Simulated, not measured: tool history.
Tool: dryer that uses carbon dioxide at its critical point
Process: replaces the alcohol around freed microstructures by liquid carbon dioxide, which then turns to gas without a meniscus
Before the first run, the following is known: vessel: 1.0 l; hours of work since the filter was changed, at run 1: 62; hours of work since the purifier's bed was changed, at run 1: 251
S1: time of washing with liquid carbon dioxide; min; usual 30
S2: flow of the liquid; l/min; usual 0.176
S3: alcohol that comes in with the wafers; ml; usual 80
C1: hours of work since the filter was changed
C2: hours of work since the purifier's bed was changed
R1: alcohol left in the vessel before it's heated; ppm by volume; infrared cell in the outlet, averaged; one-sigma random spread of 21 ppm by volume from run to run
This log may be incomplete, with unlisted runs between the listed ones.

Run 1, hour 0.0: usual settings; C1 62; C2 251. Result: R1 1503 ppm by volume.
Run 2, hour 46.4: usual settings; C1 97; C2 286. Result: R1 1593 ppm by volume.
Run 3, hour 84.7: usual settings but S3 44 ml; C1 126; C2 315. Result: R1 974 ppm by volume.
Run 4, hour 124.1: usual settings but S3 44 ml; C1 156; C2 344. Result: R1 1018 ppm by volume.
Run 5, hour 158.9: usual settings but S3 44 ml; C1 182; C2 371. Result: R1 1023 ppm by volume.
Run 6, hour 212.1: usual settings but S3 44 ml; C1 222; C2 411. Result: R1 1070 ppm by volume.
At hour 238.7: inlet filter changed.
Run 7, hour 245.1: usual settings but S3 49 ml; C1 5; C2 435. Result: R1 959 ppm by volume.
Run 8, hour 305.7: usual settings; C1 51; C2 481. Result: R1 1573 ppm by volume.
Run 9, hour 340.0: usual settings; C1 77; C2 507. Result: R1 1585 ppm by volume.
Run 10, hour 383.0: usual settings but S3 78 ml; C1 109; C2 539. Result: R1 1709 ppm by volume.
Run 11, hour 413.7: usual settings but S3 78 ml; C1 132; C2 563. Result: R1 1695 ppm by volume.
Run 12, hour 480.0: usual settings but S3 78 ml; C1 182; C2 613. Result: R1 1805 ppm by volume.
Run 13, hour 537.9: usual settings but S3 21 ml; C1 226; C2 656. Result: R1 621 ppm by volume.
At hour 560.9: inlet filter changed.
Run 14, hour 572.9: usual settings but S1 20 min, S3 21 ml; C1 9; C2 682. Result: R1 1512 ppm by volume.
Run 15, hour 630.8: usual settings but S1 19 min, S3 20 ml; C1 53; C2 726. Result: R1 1732 ppm by volume.
Run 16, hour 672.6: usual settings but S1 19 min, S2 0.241 l/min, S3 63 ml; C1 84; C2 757. Result: R1 2336 ppm by volume.
Run 17, hour 718.2: usual settings but S1 23 min, S2 0.280 l/min, S3 47 ml; C1 119; C2 792. Result: R1 603 ppm by volume.
Run 18, hour 771.4: usual settings but S1 23 min, S2 0.280 l/min, S3 47 ml; C1 159; C2 832. Result: R1 637 ppm by volume.
Run 19, hour 835.6: usual settings but S1 23 min, S2 0.280 l/min, S3 47 ml; C1 208; C2 881. Result: R1 679 ppm by volume.
Run 20, hour 870.1: usual settings but S1 38 min, S2 0.209 l/min, S3 47 ml; C1 234; C2 907. Result: R1 330 ppm by volume.
At hour 883.0: inlet filter changed.
Run 21, hour 903.5: usual settings but S1 38 min, S2 0.209 l/min, S3 47 ml; C1 15; C2 931. Result: R1 290 ppm by volume.
Run 22, hour 954.0: usual settings but S1 38 min, S2 0.168 l/min; C1 54; C2 969. Result: R1 812 ppm by volume.
Run 23, hour 984.8: usual settings but S2 0.193 l/min; C1 77; C2 993. Result: R1 1223 ppm by volume.
Run 24, hour 1047.4: usual settings but S1 20 min, S2 0.193 l/min, S3 34 ml; C1 124; C2 1040. Result: R1 2166 ppm by volume.

4 ways to go on from here, each from the tool as it stands after run 24. What would each give?
Run A, hour 1093.1: usual settings but S1 24 min, S2 0.131 l/min, S3 34 ml; C1 159; C2 1075. Result: R1 ?.
Run B, hour 1093.1: usual settings; C1 159; C2 1075. Result: R1 ?.
Run C, hour 1093.1: usual settings but S2 0.193 l/min, S3 36 ml; C1 159; C2 1075. Result: R1 ?.
Run D, hour 1093.1: usual settings but S1 23 min, S2 0.193 l/min, S3 63 ml; C1 159; C2 1075. Result: R1 ?.

run    R1
  A  3497
  B  1936
  C   721
  D  2691
The same runs, with their run-to-run variation unchanged, on a tool lacking any hidden condition would have given:
run    R1
  A  2854
  B  1363
  C   407
  D  2039
